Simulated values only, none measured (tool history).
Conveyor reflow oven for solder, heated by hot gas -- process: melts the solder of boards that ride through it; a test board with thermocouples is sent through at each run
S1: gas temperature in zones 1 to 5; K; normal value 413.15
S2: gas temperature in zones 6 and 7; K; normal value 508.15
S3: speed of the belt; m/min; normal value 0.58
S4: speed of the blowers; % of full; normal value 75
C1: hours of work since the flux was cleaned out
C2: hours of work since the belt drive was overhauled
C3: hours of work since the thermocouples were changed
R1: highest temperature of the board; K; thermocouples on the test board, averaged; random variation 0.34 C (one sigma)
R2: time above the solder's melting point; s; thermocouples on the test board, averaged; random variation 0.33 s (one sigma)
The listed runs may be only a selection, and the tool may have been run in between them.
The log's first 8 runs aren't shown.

run	day	S1	S2	S3	S4	C1	C2	C3	R1	R2
9	13.421	413.15	517.15	0.58	75	277	235	610	498.55	68.7
10	14.479	413.15	517.15	0.58	75	288	246	621	498.85	69.2
11	15.529	413.15	517.15	0.58	75	298	256	631	498.05	68.6
12	16.733	413.15	517.15	0.58	75	311	268	643	499.05	68.9
13	18.225	413.15	517.15	0.58	75	326	283	658	498.75	68.9
14	20.217	413.15	517.15	0.58	75	346	304	679	498.75	68.8
15	21.217	413.15	517.15	0.58	75	356	314	689	498.95	68.6
# day 22.325: flux residue cleaned out of gas plates and filters
16	23.758	413.15	514.15	0.58	75	14	337	712	495.45	67.2
17	25.35	412.15	496.15	0.596	57	31	353	728	475.85	43.6
18	26.804	412.15	496.15	0.596	57	45	368	743	475.75	44
19	27.979	412.15	496.15	0.596	57	57	380	755	475.65	43.4
20	29.233	425.15	514.15	0.644	53	70	393	768	488.95	58.9
21	30.508	423.15	501.15	0.687	53	83	405	780	476.15	40.9
22	32.867	423.15	501.15	0.548	53	106	429	804	484.35	63.7
23	35.129	403.15	508.15	0.55	75	129	452	827	491.05	63.1
24	36.112	403.15	508.15	0.67	66	139	462	837	481.35	42
25	37.412	403.15	508.15	0.67	66	152	475	850	480.95	41.1
26	38.488	414.15	508.15	0.58	75	163	486	861	490.35	63.5
27	39.688	413.15	512.15	0.596	75	175	498	873	493.65	62.9

Forecast run 28:
28	41.962	420.15	512.15	0.596	75	198	521	896	?	?

Run 28 came out at R1 494.45 K, R2 67 s.
Take away the tool's hidden state, keep the run-to-run variation as it was, and the same run would have given R1 494.45 K, R2 67 s.
